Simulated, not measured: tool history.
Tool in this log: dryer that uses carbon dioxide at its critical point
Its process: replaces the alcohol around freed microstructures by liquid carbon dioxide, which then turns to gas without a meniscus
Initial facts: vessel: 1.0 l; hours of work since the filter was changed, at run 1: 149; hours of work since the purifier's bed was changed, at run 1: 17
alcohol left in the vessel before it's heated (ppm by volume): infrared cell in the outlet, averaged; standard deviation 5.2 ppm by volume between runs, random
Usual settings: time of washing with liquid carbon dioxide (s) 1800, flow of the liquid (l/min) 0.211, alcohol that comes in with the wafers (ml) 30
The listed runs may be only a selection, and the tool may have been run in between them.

run   hour  time of washing with liquid carbon dioxide (s)  flow of the liquid (l/min)  alcohol that comes in with the wafers (ml)  hours of work since the filter was changed  hours of work since the purifier's bed was changed  alcohol left in the vessel before it's heated (ppm by volume)
  1      0                                            1800                       0.211                                          30                                         149                                                  17                                                            115
  2   10.9                                            1800                       0.211                                          30                                         153                                                  20                                                            105
  3   20.4                                            1800                       0.211                                          30                                         156                                                  23                                                            124
  4   30.4                                            1800                       0.211                                          30                                         159                                                  26                                                            112
  5   42.8                                            1800                       0.335                                          30                                         163                                                  30                                                             12
  6     53                                            1800                       0.335                                          30                                         167                                                  34                                                             13
  7   61.2                                            1800                       0.255                                          30                                         169                                                  36                                                             54
  8   70.1                                            1800                       0.211                                          30                                         172                                                  39                                                            123
  9   77.6                                            1800                       0.211                                          64                                         175                                                  42                                                            255
 10   89.8                                            1800                       0.211                                          30                                         179                                                  46                                                            130
 11  100.5                                            1800                       0.211                                          30                                         182                                                  49                                                            115
 12  106.2                                            1800                       0.211                                          30                                         184                                                  51                                                            120
 13  118.7                                            1800                        0.24                                          30                                         188                                                  55                                                             69
 14  128.6                                            1800                        0.24                                          30                                         191                                                  58                                                             59
 15  134.6                                            1800                        0.24                                          30                                         193                                                  60                                                             68
     139.5  -- inlet filter changed
 16  146.6                                            1800                       0.211                                          30                                           2                                                  64                                                            102
 17  153.8                                            1800                       0.198                                          30                                           5                                                  66                                                            131
 18  159.7                                            1800                       0.198                                          30                                           7                                                  68                                                            123
 19  167.9                                            1800                       0.161                                          79                                           9                                                  71                                                            898
 20  179.2                                            1800                       0.161                                          49                                          13                                                  74                                                            586
 21  187.8                                            2040                       0.161                                          44                                          16                                                  77                                                            295
 22    196                                            2040                       0.161                                          44                                          18                                                  80                                                            302
 23  202.6                                            1500                       0.211                                          48                                          21                                                  82                                                            383
 24  215.2                                            1500                       0.211                                          48                                          25                                                  86                                                            380
 25    221                                            2100                        0.14                                          30                                          26                                                  88                                                            354
 26  232.2                                            2100                        0.14                                          30                                          30                                                  92                                                            358
 27    239                                            1500                       0.323                                          28                                          32                                                  94                                                             24
 28  247.6                                            1980                       0.211                                          73                                          35                                                  97                                                            132
 29  257.2                                            1980                       0.211                                          73                                          38                                                 100                                                            137
 30  262.8                                            1800                       0.223                                          33                                          40                                                 102                                                             85
 31  269.4                                            1800                       0.223                                          33                                          42                                                 104                                                             91
 32  280.6                                            1800                       0.223                                          25                                          46                                                 107                                                             75
 33  287.5                                            2220                       0.284                                          35                                          48                                                 110                                                             19
 34  299.8                                            2280                       0.146                                          30                                          52                                                 114                                                            204
 35  308.3                                            1800                       0.191                                          21                                          55                                                 116                                                            124

Alternative continuations, all from the tool just after run 35; predict every row:
  A  315.1                                            2160                       0.191                                          21                                          57                                                 118                                                              ?
  B  315.1                                            1200                       0.261                                          36                                          57                                                 118                                                              ?
  C  315.1                                            1800                       0.233                                          30                                          57                                                 118                                                              ?

run  alcohol left in the vessel before it's heated (ppm by volume)
  A                                                             50
  B                                                            313
  C                                                             68
Without the tool's hidden state the same runs would have given:
run  alcohol left in the vessel before it's heated (ppm by volume)
  A                                                             33
  B                                                            278
  C                                                             50
